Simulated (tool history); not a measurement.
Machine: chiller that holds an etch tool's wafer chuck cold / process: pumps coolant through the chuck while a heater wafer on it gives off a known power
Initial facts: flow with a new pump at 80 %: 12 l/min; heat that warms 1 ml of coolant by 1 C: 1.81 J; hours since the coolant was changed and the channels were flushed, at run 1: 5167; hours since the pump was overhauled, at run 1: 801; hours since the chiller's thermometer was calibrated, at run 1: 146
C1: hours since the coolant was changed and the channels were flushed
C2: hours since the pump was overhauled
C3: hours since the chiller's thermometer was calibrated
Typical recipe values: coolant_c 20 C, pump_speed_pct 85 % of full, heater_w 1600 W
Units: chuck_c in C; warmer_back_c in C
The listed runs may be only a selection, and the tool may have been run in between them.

run 1 day=0 | coolant_c=20 pump_speed_pct=85 heater_w=1600 | C1=5167 C2=801 C3=146 | chuck_c=32.4 warmer_back_c=4.1
run 2 day=0.792 | coolant_c=20 pump_speed_pct=85 heater_w=1600 | C1=5186 C2=820 C3=165 | chuck_c=32.3 warmer_back_c=4.17
run 3 day=1.692 | coolant_c=20 pump_speed_pct=87 heater_w=1600 | C1=5208 C2=841 C3=187 | chuck_c=32.1 warmer_back_c=4.09
run 4 day=2.929 | coolant_c=20 pump_speed_pct=87 heater_w=1600 | C1=5237 C2=871 C3=216 | chuck_c=32.1 warmer_back_c=4.03
run 5 day=4.133 | coolant_c=20 pump_speed_pct=87 heater_w=1600 | C1=5266 C2=900 C3=245 | chuck_c=32 warmer_back_c=4.14
run 6 day=5.667 | coolant_c=20 pump_speed_pct=87 heater_w=1600 | C1=5303 C2=937 C3=282 | chuck_c=32.1 warmer_back_c=4.16
run 7 day=7.396 | coolant_c=20 pump_speed_pct=85 heater_w=1600 | C1=5345 C2=978 C3=323 | chuck_c=32.2 warmer_back_c=4.22
run 8 day=8.421 | coolant_c=20 pump_speed_pct=85 heater_w=1600 | C1=5369 C2=1003 C3=348 | chuck_c=32.3 warmer_back_c=4.24
run 9 day=9.212 | coolant_c=16 pump_speed_pct=78 heater_w=2192 | C1=5388 C2=1022 C3=367 | chuck_c=33.9 warmer_back_c=6.39
run 10 day=10.079 | coolant_c=20 pump_speed_pct=76 heater_w=1122 | C1=5409 C2=1043 C3=388 | chuck_c=29.5 warmer_back_c=3.38
run 11 day=11.692 | coolant_c=12 pump_speed_pct=76 heater_w=2291 | C1=5448 C2=1081 C3=427 | chuck_c=31.1 warmer_back_c=6.81
run 12 day=12.65 | coolant_c=12 pump_speed_pct=76 heater_w=2291 | C1=5471 C2=1104 C3=450 | chuck_c=31.1 warmer_back_c=6.82
run 13 day=14.4 | coolant_c=29 pump_speed_pct=79 heater_w=945 | C1=5513 C2=1146 C3=492 | chuck_c=36.7 warmer_back_c=2.86
run 14 day=16.171 | coolant_c=17 pump_speed_pct=67 heater_w=2021 | C1=5555 C2=1189 C3=534 | chuck_c=35.6 warmer_back_c=7
run 15 day=17.625 | coolant_c=17 pump_speed_pct=67 heater_w=2021 | C1=5590 C2=1224 C3=569 | chuck_c=35.6 warmer_back_c=7.08

Per-run results on a tool with no hidden state, each run keeping its own random variation:
The hidden state here: heat passed by the chuck's channels, % of clean ones'; flow at a given pump speed, % of a new pump's; coolant's true temperature over the reading, C; drift of the gauge itself on chuck_c, C; drift of the gauge itself on warmer_back_c, C.
run=1 warmer_back_c=4.1
run=2 warmer_back_c=4.16
run=3 warmer_back_c=4.07
run=4 warmer_back_c=3.99
run=5 warmer_back_c=4.08
run=6 warmer_back_c=4.08
run=7 warmer_back_c=4.11
run=8 warmer_back_c=4.12
run=9 warmer_back_c=6.26
run=10 warmer_back_c=3.23
run=11 warmer_back_c=6.64
run=12 warmer_back_c=6.64
run=13 warmer_back_c=2.66
run=14 warmer_back_c=6.77
run=15 warmer_back_c=6.83
chuck_c: at most 0.1 C away from the measurement, every run.

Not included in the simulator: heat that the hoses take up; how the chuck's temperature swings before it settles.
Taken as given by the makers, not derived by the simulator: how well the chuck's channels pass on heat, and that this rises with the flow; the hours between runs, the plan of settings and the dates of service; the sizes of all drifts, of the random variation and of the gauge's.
